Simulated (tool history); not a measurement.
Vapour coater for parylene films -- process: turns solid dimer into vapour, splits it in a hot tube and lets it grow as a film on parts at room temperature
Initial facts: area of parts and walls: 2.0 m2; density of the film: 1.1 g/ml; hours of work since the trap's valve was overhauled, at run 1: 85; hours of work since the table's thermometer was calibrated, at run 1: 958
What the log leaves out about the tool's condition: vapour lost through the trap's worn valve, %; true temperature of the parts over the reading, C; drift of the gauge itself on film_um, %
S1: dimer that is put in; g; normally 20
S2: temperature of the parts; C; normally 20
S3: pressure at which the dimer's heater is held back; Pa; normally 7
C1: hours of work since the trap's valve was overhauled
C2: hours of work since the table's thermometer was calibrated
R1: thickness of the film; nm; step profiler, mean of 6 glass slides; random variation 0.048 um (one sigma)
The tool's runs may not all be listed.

Run 1, hour 0: usual settings; C1 85; C2 958. Result: R1 5180 nm.
Run 2, hour 46.1: usual settings; C1 103; C2 977. Result: R1 5270 nm.
Run 3, hour 88: usual settings; C1 121; C2 994. Result: R1 5190 nm.
Run 4, hour 155.2: usual settings; C1 148; C2 1022. Result: R1 5140 nm.
Run 5, hour 185.8: usual settings; C1 160; C2 1034. Result: R1 5120 nm.
Run 6, hour 224.2: usual settings; C1 176; C2 1050. Result: R1 5180 nm.
Run 7, hour 255.3: usual settings; C1 189; C2 1063. Result: R1 5090 nm.
Run 8, hour 308.8: usual settings; C1 211; C2 1085. Result: R1 5080 nm.
Run 9, hour 342.2: usual settings but S2 12 C; C1 224; C2 1098. Result: R1 6070 nm.
Run 10, hour 396.4: usual settings but S2 12 C; C1 247; C2 1120. Result: R1 6160 nm.
Run 11, hour 447.5: usual settings but S2 12 C; C1 268; C2 1141. Result: R1 6080 nm.
Run 12, hour 500: usual settings but S1 15 g, S2 17 C, S3 4.98 Pa; C1 289; C2 1163. Result: R1 4290 nm.
Run 13, hour 538.4: usual settings but S1 16 g, S2 17 C, S3 4.98 Pa; C1 305; C2 1179. Result: R1 4630 nm.
Run 14, hour 601.5: usual settings but S1 16 g, S2 17 C, S3 4.98 Pa; C1 331; C2 1204. Result: R1 4530 nm.
Run 15, hour 629.6: usual settings but S1 16 g, S2 17 C, S3 4.98 Pa; C1 342; C2 1216. Result: R1 4600 nm.
Run 16, hour 694.1: usual settings but S1 16 g, S2 17 C, S3 4.98 Pa; C1 368; C2 1242. Result: R1 4530 nm.
Run 17, hour 747: usual settings but S1 34 g, S2 19 C, S3 3.84 Pa; C1 390; C2 1264. Result: R1 9820 nm.
Run 18, hour 790.4: usual settings but S1 8 g, S2 18 C; C1 408; C2 1282. Result: R1 2050 nm.
Run 19, hour 826.6: usual settings but S1 22 g, S2 14 C, S3 3.08 Pa; C1 423; C2 1296. Result: R1 7350 nm.
Run 20, hour 860.5: usual settings but S1 33 g, S2 14 C, S3 3.29 Pa; C1 436; C2 1310. Result: R1 10920 nm.
Run 21, hour 913.1: usual settings but S1 14 g, S2 18 C, S3 4.04 Pa; C1 458; C2 1332. Result: R1 3980 nm.
At hour 976.9: trap's valve overhauled.
Run 22, hour 981.3: usual settings but S1 11 g, S2 31 C; C1 2; C2 1358. Result: R1 2240 nm.

Below are 3 alternative next runs, each starting from the tool's condition after run 22. Predict each:
Run A, hour 1048: usual settings but S1 11 g, S2 14 C; C1 29; C2 1385. Result: R1 ?.
Run B, hour 1048: usual settings but S1 31 g, S3 3.01 Pa; C1 29; C2 1385. Result: R1 ?.
Run C, hour 1048: usual settings but S1 31 g, S2 12 C; C1 29; C2 1385. Result: R1 ?.

run     R1
  A   3360
  B  10080
  C   9850
With no hidden state in the tool, these same runs would have given:
run     R1
  A   3490
  B  10450
  C  10220
